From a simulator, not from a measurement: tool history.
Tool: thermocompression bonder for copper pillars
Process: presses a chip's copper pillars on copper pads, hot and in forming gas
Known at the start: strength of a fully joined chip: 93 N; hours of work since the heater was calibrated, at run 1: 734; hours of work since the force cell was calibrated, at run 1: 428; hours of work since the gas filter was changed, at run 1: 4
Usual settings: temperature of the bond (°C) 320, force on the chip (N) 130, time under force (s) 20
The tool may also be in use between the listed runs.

run,day,temperature of the bond (°C),force on the chip (N),time under force (s),hours of work since the heater was calibrated,hours of work since the force cell was calibrated,hours of work since the gas filter was changed,force that shears a chip off (N)
1,0,320,130,20,734,428,4,59.7
2,1.846,320,96,20,768,462,38,46.7
3,2.808,320,130,16,786,480,56,54.3
4,3.908,320,130,16,806,500,76,54.5
5,5.258,341,130,20,831,525,101,67.9
6,7.108,320,130,20,865,559,135,56.6
7,8.571,320,130,20,892,586,162,56.9
8,9.642,320,130,20,912,606,182,56.9
9,11.204,320,130,20,941,635,211,56.8
10,13.204,320,130,20,978,672,248,55.9
11,14.467,320,130,20,1001,695,271,55.8
12,15.992,320,130,20,1029,723,299,55.3
13,17.171,320,130,20,1051,745,321,54.4
14,18.917,320,130,15,1083,777,353,50.3
15,20.692,320,130,15,1116,810,386,50.1
16,22.371,320,130,15,1147,841,417,49.7
# day 23.408: forming gas filter changed
17,23.408,320,113,20,1166,860,0,55.4
18,24.312,320,130,20,1182,876,17,60.3
19,25.933,334,130,20,1212,906,47,67.8
20,27.958,347,130,20,1249,944,84,73.3
21,29.146,347,130,20,1271,965,106,73.6
22,30.033,299,86,44,1288,982,122,44
23,31.029,299,131,44,1306,1000,141,60.9
24,33.025,299,131,44,1343,1037,177,59.6
25,34.167,320,83,19,1364,1058,199,39.9
26,35.05,330,181,19,1380,1074,215,73.2
27,35.871,330,181,19,1395,1089,230,73.4
28,37.6,303,184,38,1427,1121,262,70.6
29,39.208,302,84,20,1457,1151,291,32.4
30,40.367,302,84,20,1478,1172,313,32.2
# day 42.025: heater calibrated with a thermocouple chip
31,42.404,326,132,26,7,1209,349,60.7
32,44.225,325,132,20,41,1242,383,55.8
33,45.888,325,132,20,71,1273,413,55
34,46.925,348,156,14,90,1292,432,66.9
# day 47.162: forming gas filter changed
35,48.6,320,158,18,121,1322,26,63.9
36,49.896,341,151,30,145,1346,50,80.6
37,51.608,336,121,10,176,1378,82,51.7
38,53.138,336,121,45,205,1406,110,76
39,54.733,336,121,45,234,1436,140,75

3 ways to go on from here, each from the tool as it stands after run 39. What would each give?
A,55.688,320,78,20,252,1453,157,?
B,55.688,297,149,19,252,1453,157,?
C,55.688,296,91,11,252,1453,157,?

run,force that shears a chip off (N)
A,36.9
B,48.7
C,24.7
Without the tool's hidden state the same runs would have given:
run,force that shears a chip off (N)
A,36.1
B,47.9
C,24
